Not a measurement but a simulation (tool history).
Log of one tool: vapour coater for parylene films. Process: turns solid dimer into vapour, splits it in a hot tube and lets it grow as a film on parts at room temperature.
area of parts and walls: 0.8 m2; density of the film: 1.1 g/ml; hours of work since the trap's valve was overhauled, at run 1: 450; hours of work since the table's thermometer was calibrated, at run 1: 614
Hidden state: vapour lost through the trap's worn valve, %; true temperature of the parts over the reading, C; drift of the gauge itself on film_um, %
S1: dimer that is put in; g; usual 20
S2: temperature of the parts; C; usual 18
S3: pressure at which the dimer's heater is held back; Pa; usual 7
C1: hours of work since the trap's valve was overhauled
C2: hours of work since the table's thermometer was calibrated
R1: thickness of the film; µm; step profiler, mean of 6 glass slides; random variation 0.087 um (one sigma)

run 1 day=0 | S1=20 S2=18 S3=7 | C1=450 C2=614 | R1=9.89
run 2 day=1.117 | S1=20 S2=18 S3=7 | C1=465 C2=630 | R1=10
run 3 day=3.004 | S1=20 S2=18 S3=7 | C1=491 C2=656 | R1=10.25
run 4 day=3.862 | S1=20 S2=18 S3=7 | C1=503 C2=667 | R1=9.88
run 5 day=4.638 | S1=20 S2=25 S3=7 | C1=514 C2=678 | R1=7.36
run 6 day=6.454 | S1=20 S2=18 S3=7 | C1=538 C2=703 | R1=9.98
run 7 day=7.467 | S1=20 S2=18 S3=7 | C1=552 C2=717 | R1=10.01
run 8 day=9.283 | S1=20 S2=18 S3=7 | C1=577 C2=742 | R1=9.93
run 9 day=10.4 | S1=20 S2=18 S3=7 | C1=593 C2=757 | R1=9.8
run 10 day=12.188 | S1=20 S2=18 S3=7 | C1=617 C2=782 | R1=9.79
run 11 day=13.125 | S1=20 S2=18 S3=7 | C1=630 C2=795 | R1=9.73
run 12 day=14.025 | S1=20 S2=18 S3=7 | C1=643 C2=807 | R1=9.59
run 13 day=15.525 | S1=20 S2=18 S3=7 | C1=663 C2=828 | R1=9.62
-- day=16.15 trap's valve overhauled
run 14 day=16.638 | S1=16 S2=28 S3=2.02 | C1=7 C2=841 | R1=6.39
run 15 day=17.592 | S1=34 S2=28 S3=2.26 | C1=20 C2=854 | R1=13.18
run 16 day=18.858 | S1=34 S2=28 S3=2.26 | C1=37 C2=871 | R1=13.21
run 17 day=19.933 | S1=33 S2=21 S3=3.98 | C1=52 C2=886 | R1=16.36
run 18 day=21.283 | S1=16 S2=18 S3=4.65 | C1=71 C2=905 | R1=9.07
run 19 day=22.408 | S1=16 S2=18 S3=4.65 | C1=86 C2=920 | R1=8.86
run 20 day=23.212 | S1=16 S2=18 S3=4.65 | C1=97 C2=931 | R1=8.99
run 21 day=24.404 | S1=16 S2=18 S3=4.65 | C1=114 C2=948 | R1=8.96
run 22 day=25.558 | S1=10 S2=18 S3=4.64 | C1=129 C2=964 | R1=5.55
run 23 day=26.329 | S1=15 S2=30 S3=6.24 | C1=140 C2=974 | R1=4.78

5 ways to go on from here, each from the tool as it stands after run 23. What would each give?
run A day=27.408 | S1=20 S2=24 S3=7 | C1=155 C2=989 | R1=?
run B day=27.408 | S1=19 S2=18 S3=3.27 | C1=155 C2=989 | R1=?
run C day=27.408 | S1=35 S2=11 S3=8.53 | C1=155 C2=989 | R1=?
run D day=27.408 | S1=19 S2=15 S3=10.13 | C1=155 C2=989 | R1=?
run E day=27.408 | S1=15 S2=30 S3=10.82 | C1=155 C2=989 | R1=?

run=A R1=8.05
run=B R1=10.84
run=C R1=24.51
run=D R1=11.02
run=E R1=4.52
Without the tool's hidden state the same runs would have given:
run=A R1=8
run=B R1=10.76
run=C R1=24.34
run=D R1=10.95
run=E R1=4.49

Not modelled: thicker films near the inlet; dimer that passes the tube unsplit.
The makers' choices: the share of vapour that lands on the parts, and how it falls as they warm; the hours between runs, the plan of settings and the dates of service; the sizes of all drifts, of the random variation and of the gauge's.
